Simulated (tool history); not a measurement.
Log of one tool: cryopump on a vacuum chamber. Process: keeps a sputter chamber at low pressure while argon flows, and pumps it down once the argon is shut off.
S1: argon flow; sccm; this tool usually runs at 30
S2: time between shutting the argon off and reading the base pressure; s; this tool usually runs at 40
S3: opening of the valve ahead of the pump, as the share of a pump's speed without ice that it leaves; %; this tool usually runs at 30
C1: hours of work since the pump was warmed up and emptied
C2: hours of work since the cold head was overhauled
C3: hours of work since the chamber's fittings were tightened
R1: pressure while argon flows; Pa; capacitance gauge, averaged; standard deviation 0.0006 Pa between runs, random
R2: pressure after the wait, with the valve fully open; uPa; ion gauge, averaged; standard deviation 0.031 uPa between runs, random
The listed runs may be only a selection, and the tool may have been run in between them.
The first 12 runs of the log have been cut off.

{"run": 13, "day": 17.946, "S1": 30, "S2": 40, "S3": 30, "C1": 169, "C2": 582, "C3": 1157, "R1": 0.0871, "R2": 2.53}
{"run": 14, "day": 18.962, "S1": 30, "S2": 40, "S3": 30, "C1": 180, "C2": 593, "C3": 1168, "R1": 0.086, "R2": 2.42}
{"run": 15, "day": 20.312, "S1": 30, "S2": 40, "S3": 30, "C1": 194, "C2": 607, "C3": 1182, "R1": 0.0866, "R2": 2.63}
{"run": 16, "day": 22.2, "S1": 30, "S2": 40, "S3": 30, "C1": 214, "C2": 628, "C3": 1202, "R1": 0.0872, "R2": 2.66}
{"run": 17, "day": 23.271, "S1": 58, "S2": 40, "S3": 30, "C1": 226, "C2": 639, "C3": 1214, "R1": 0.1681, "R2": 2.69}
{"run": 18, "day": 24.196, "S1": 58, "S2": 40, "S3": 30, "C1": 236, "C2": 649, "C3": 1224, "R1": 0.1683, "R2": 2.58}
{"run": 19, "day": 25.229, "S1": 58, "S2": 40, "S3": 30, "C1": 247, "C2": 660, "C3": 1235, "R1": 0.1679, "R2": 2.65}
{"run": 20, "day": 27.362, "S1": 58, "S2": 40, "S3": 30, "C1": 269, "C2": 683, "C3": 1258, "R1": 0.1692, "R2": 2.69}
{"run": 21, "day": 28.921, "S1": 58, "S2": 40, "S3": 30, "C1": 286, "C2": 700, "C3": 1274, "R1": 0.1707, "R2": 2.75}
{"run": 22, "day": 31.112, "S1": 46, "S2": 112, "S3": 15, "C1": 310, "C2": 723, "C3": 1298, "R1": 0.2628, "R2": 1.86}
{"run": 23, "day": 32.592, "S1": 46, "S2": 50, "S3": 60, "C1": 325, "C2": 739, "C3": 1314, "R1": 0.0734, "R2": 2.45}
{"run": 24, "day": 33.979, "S1": 16, "S2": 183, "S3": 30, "C1": 340, "C2": 754, "C3": 1328, "R1": 0.0482, "R2": 1.78}
{"run": 25, "day": 36.083, "S1": 31, "S2": 95, "S3": 18, "C1": 363, "C2": 776, "C3": 1351, "R1": 0.1497, "R2": 2.07}
{"run": 26, "day": 37.404, "S1": 31, "S2": 95, "S3": 18, "C1": 377, "C2": 791, "C3": 1365, "R1": 0.1497, "R2": 2.1}
{"run": 27, "day": 38.796, "S1": 31, "S2": 95, "S3": 18, "C1": 392, "C2": 805, "C3": 1380, "R1": 0.1506, "R2": 2.08}

Forecast run 28:
{"run": 28, "day": 40.525, "S1": 31, "S2": 95, "S3": 18, "C1": 410, "C2": 824, "C3": 1398, "R1": "?", "R2": "?"}

Run 28 produced R1 0.1503 Pa, R2 2.18 uPa.
The same run, on a tool lacking any hidden state, would have yielded R1 0.143 Pa, R2 0.73 uPa.

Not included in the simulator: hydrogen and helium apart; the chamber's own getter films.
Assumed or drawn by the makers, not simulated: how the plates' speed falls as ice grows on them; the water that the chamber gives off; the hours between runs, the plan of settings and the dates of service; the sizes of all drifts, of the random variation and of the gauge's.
